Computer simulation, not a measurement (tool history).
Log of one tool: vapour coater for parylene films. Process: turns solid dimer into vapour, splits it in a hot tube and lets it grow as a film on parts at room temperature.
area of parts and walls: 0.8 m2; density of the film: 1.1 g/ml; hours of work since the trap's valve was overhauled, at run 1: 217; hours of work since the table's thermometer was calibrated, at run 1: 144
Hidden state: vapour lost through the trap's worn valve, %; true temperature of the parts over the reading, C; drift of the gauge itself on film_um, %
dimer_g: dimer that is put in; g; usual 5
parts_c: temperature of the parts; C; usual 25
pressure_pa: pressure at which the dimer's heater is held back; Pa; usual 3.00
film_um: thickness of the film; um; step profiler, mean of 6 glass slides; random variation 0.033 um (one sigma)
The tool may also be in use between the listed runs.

run    hour  dimer_g  parts_c  pressure_pa  hours of work since the trap's valve was overhauled  hours of work since the table's thermometer was calibrated  film_um
  1     0.0        5       25         3.00                                                  217                                                         144     3.20
  2    41.8        7       25         3.00                                                  235                                                         161     4.58
  3    65.5        7       25         3.00                                                  245                                                         171     4.49
  4    88.9        7       25         3.00                                                  254                                                         181     4.43
  5   127.4        7       25         3.00                                                  270                                                         197     4.52
      135.2  -- trap's valve overhauled
  6   175.1        5       25         3.00                                                   17                                                         215     3.18
  7   204.7        5       25         3.00                                                   29                                                         227     3.23
  8   237.3        5       25         3.00                                                   42                                                         241     3.26
  9   279.9        5       25         3.00                                                   60                                                         259     3.22
 10   317.6        5       25         3.00                                                   76                                                         274     3.18
 11   339.8        5       25         3.00                                                   85                                                         284     3.21
 12   370.5        5       25         3.00                                                   98                                                         296     3.21
 13   395.5        5       25         3.00                                                  108                                                         307     3.27
 14   414.7        5       25         3.00                                                  116                                                         315     3.21
 15   449.6        5       25         3.00                                                  131                                                         329     3.23
 16   483.0        5       23         3.00                                                  145                                                         343     3.44
 17   527.1        5       23         3.00                                                  163                                                         362     3.44
 18   553.8        8       25         3.00                                                  174                                                         373     5.12
 19   591.8        5       25         3.00                                                  190                                                         388     3.21
 20   634.6        5       32         3.00                                                  208                                                         406     2.69
 21   662.9        5       32         3.00                                                  220                                                         418     2.66
 22   680.6        5       32         3.00                                                  227                                                         425     2.65
 23   701.4        5       32         3.00                                                  236                                                         434     2.69
 24   738.1        5       32         4.62                                                  251                                                         449     2.47
 25   766.6        5       32         4.62                                                  263                                                         461     2.49
      793.3  -- trap's valve overhauled
 26   800.7        2       32         3.86                                                    3                                                         474     0.99
 27   819.0        2       18         3.04                                                   11                                                         481     1.58
 28   853.5        2       18         3.04                                                   25                                                         496     1.59
 29   877.5        3       24         9.08                                                   35                                                         506     1.68
 30   918.6        4       23         3.00                                                   52                                                         523     2.76
 31   937.9        4       23         3.00                                                   60                                                         531     2.76
 32   981.6        6       22         3.00                                                   78                                                         549     4.22
 33  1023.9        6       22         3.00                                                   96                                                         567     4.17
 34  1045.9        3       30         3.00                                                  105                                                         576     1.73
 35  1082.5        3       30         3.00                                                  120                                                         591     1.72
 36  1125.1        3       30         3.00                                                  138                                                         609     1.69
 37  1160.6        4       29         8.77                                                  153                                                         623     1.98
 38  1189.6        4       29         8.77                                                  165                                                         636     1.99
 39  1210.3        5       27         2.16                                                  173                                                         644     3.18
 40  1234.9        5       27         2.16                                                  184                                                         654     3.23
 41  1257.7        5       27         2.16                                                  193                                                         664     3.16
 42  1289.8        5       27         2.16                                                  207                                                         677     3.15
 43  1330.0        5       27         2.16                                                  223                                                         694     3.17
 44  1348.5        5       22         2.16                                                  231                                                         702     3.66
 45  1388.9        5       22         2.16                                                  248                                                         718     3.66
 46  1424.9        5       22         2.16                                                  263                                                         733     3.66
     1451.9  -- trap's valve overhauled
 47  1466.2        5       22         2.16                                                    6                                                         749     3.69

Measured less the same run without the tool's hidden state. The same run-to-run variation is in both; the gauge's scatter may not be:
run  film_um
  1    -0.02
  2    -0.03
  3    -0.03
  4    -0.03
  5    -0.04
  6    +0.00
  7    +0.00
  8    +0.00
  9    +0.00
 10    -0.01
 11    +0.00
 12    -0.01
 13    -0.01
 14    -0.01
 15    -0.01
 16    -0.01
 17    -0.01
 18    -0.02
 19    -0.02
 20    -0.02
 21    -0.02
 22    -0.02
 23    -0.02
 24    -0.02
 25    -0.01
 26    +0.00
 27    +0.00
 28    +0.00
 29    +0.00
 30    +0.00
 31    +0.00
 32    +0.00
 33    -0.01
 34    -0.01
 35    +0.00
 36    +0.00
 37    +0.00
 38    -0.01
 39    -0.01
 40    -0.02
 41    -0.02
 42    -0.01
 43    -0.01
 44    -0.02
 45    -0.03
 46    -0.03
 47    +0.00

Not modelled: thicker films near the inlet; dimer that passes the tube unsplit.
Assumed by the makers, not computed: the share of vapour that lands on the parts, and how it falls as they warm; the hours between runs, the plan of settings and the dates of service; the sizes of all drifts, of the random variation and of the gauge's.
